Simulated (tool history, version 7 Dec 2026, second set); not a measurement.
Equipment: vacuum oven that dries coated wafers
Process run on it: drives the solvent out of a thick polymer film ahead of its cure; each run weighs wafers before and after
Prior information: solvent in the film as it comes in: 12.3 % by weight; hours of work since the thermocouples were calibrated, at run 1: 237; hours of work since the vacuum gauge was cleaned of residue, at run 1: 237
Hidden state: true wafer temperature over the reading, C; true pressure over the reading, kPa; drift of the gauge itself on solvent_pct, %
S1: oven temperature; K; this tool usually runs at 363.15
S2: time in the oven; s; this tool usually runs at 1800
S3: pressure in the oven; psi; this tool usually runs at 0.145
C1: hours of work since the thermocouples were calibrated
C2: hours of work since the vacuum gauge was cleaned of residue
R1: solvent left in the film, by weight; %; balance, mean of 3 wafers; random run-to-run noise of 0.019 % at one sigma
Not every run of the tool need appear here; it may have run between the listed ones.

{"run": 1, "hour": 0.0, "S1": 363.15, "S2": 1800, "S3": 0.145, "C1": 237, "C2": 237, "R1": 0.98}
{"run": 2, "hour": 20.0, "S1": 363.15, "S2": 1800, "S3": 0.145, "C1": 245, "C2": 245, "R1": 0.93}
{"run": 3, "hour": 29.2, "S1": 363.15, "S2": 1800, "S3": 0.145, "C1": 249, "C2": 249, "R1": 0.97}
{"run": 4, "hour": 43.9, "S1": 363.15, "S2": 1620, "S3": 0.145, "C1": 256, "C2": 256, "R1": 1.11}
{"run": 5, "hour": 60.9, "S1": 363.15, "S2": 1800, "S3": 0.145, "C1": 263, "C2": 263, "R1": 0.96}
{"run": 6, "hour": 76.3, "S1": 369.15, "S2": 2820, "S3": 0.55, "C1": 269, "C2": 269, "R1": 1.84}
{"run": 7, "hour": 91.9, "S1": 349.15, "S2": 1800, "S3": 0.145, "C1": 276, "C2": 276, "R1": 3.61}
{"run": 8, "hour": 102.7, "S1": 349.15, "S2": 1800, "S3": 0.145, "C1": 281, "C2": 281, "R1": 3.61}
{"run": 9, "hour": 118.4, "S1": 349.15, "S2": 1800, "S3": 0.145, "C1": 287, "C2": 287, "R1": 3.63}
{"run": 10, "hour": 131.8, "S1": 349.15, "S2": 1800, "S3": 0.145, "C1": 293, "C2": 293, "R1": 3.64}

Each row is a separate what-if for the run after 10, all from the same tool condition, not one after another. Results?
{"run": "A", "hour": 144.6, "S1": 349.15, "S2": 1800, "S3": 0.222, "C1": 299, "C2": 299, "R1": "?"}
{"run": "B", "hour": 144.6, "S1": 363.15, "S2": 1620, "S3": 0.165, "C1": 299, "C2": 299, "R1": "?"}
{"run": "C", "hour": 144.6, "S1": 363.15, "S2": 1260, "S3": 0.186, "C1": 299, "C2": 299, "R1": "?"}
{"run": "D", "hour": 144.6, "S1": 365.15, "S2": 1800, "S3": 0.126, "C1": 299, "C2": 299, "R1": "?"}

run=A R1=4.04
run=B R1=1.19
run=C R1=1.64
run=D R1=0.70
Without the tool's unlogged condition, the same runs would have read:
run=A R1=4.06
run=B R1=1.18
run=C R1=1.65
run=D R1=0.68

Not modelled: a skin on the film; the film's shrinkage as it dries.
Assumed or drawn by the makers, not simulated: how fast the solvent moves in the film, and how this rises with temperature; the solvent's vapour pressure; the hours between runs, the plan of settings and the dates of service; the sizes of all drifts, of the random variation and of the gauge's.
